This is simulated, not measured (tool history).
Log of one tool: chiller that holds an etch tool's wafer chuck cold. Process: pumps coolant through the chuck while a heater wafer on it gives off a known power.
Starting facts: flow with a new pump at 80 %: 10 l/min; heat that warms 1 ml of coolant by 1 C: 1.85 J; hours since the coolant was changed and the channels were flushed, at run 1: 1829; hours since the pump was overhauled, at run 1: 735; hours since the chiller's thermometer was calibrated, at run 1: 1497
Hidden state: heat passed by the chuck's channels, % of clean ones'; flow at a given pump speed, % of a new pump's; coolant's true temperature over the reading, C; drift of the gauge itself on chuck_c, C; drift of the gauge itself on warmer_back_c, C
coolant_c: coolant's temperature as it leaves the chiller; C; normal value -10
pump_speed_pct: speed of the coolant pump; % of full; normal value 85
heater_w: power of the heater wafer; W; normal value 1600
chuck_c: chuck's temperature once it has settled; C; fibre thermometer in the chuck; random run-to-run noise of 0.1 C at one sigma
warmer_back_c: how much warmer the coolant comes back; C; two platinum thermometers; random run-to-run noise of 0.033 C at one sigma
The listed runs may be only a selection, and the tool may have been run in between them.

| run | hour | coolant_c | pump_speed_pct | heater_w | hours since the coolant was changed and the channels were flushed | hours since the pump was overhauled | hours since the chiller's thermometer was calibrated | chuck_c | warmer_back_c |
|---|---|---|---|---|---|---|---|---|---|
| 1 | 0 | -10 | 85 | 1600 | 1829 | 735 | 1497 | 8 | 4.91 |
| 2 | 65 | -10 | 85 | 1600 | 1894 | 800 | 1562 | 8.1 | 4.96 |
| 3 | 106.6 | -10 | 95 | 1600 | 1936 | 841 | 1604 | 6.6 | 4.45 |
| 4 | 167 | -10 | 95 | 1600 | 1996 | 902 | 1664 | 6.6 | 4.41 |
| 5 | 213.5 | -10 | 72 | 1600 | 2043 | 948 | 1711 | 11.2 | 5.77 |
| 6 | 248 | -10 | 72 | 1600 | 2077 | 983 | 1745 | 11 | 5.87 |
| 7 | 302.1 | -10 | 72 | 1600 | 2131 | 1037 | 1799 | 11.3 | 5.83 |
| 8 | 359.7 | -10 | 72 | 1600 | 2189 | 1094 | 1857 | 11.3 | 5.85 |
| 9 | 414.2 | -10 | 72 | 1600 | 2243 | 1149 | 1911 | 11.5 | 5.89 |
| 10 | 476.3 | -10 | 72 | 1600 | 2305 | 1211 | 1974 | 11.4 | 5.9 |

What will run 11 give?
| 11 | 545.9 | -10 | 72 | 1600 | 2375 | 1281 | 2043 | ? | ? |

{"run 11": {"chuck_c": 11.7, "warmer_back_c": 5.86}}
Without the tool's hidden state the same run would have given chuck_c 10.2 C, warmer_back_c 5.74 C.
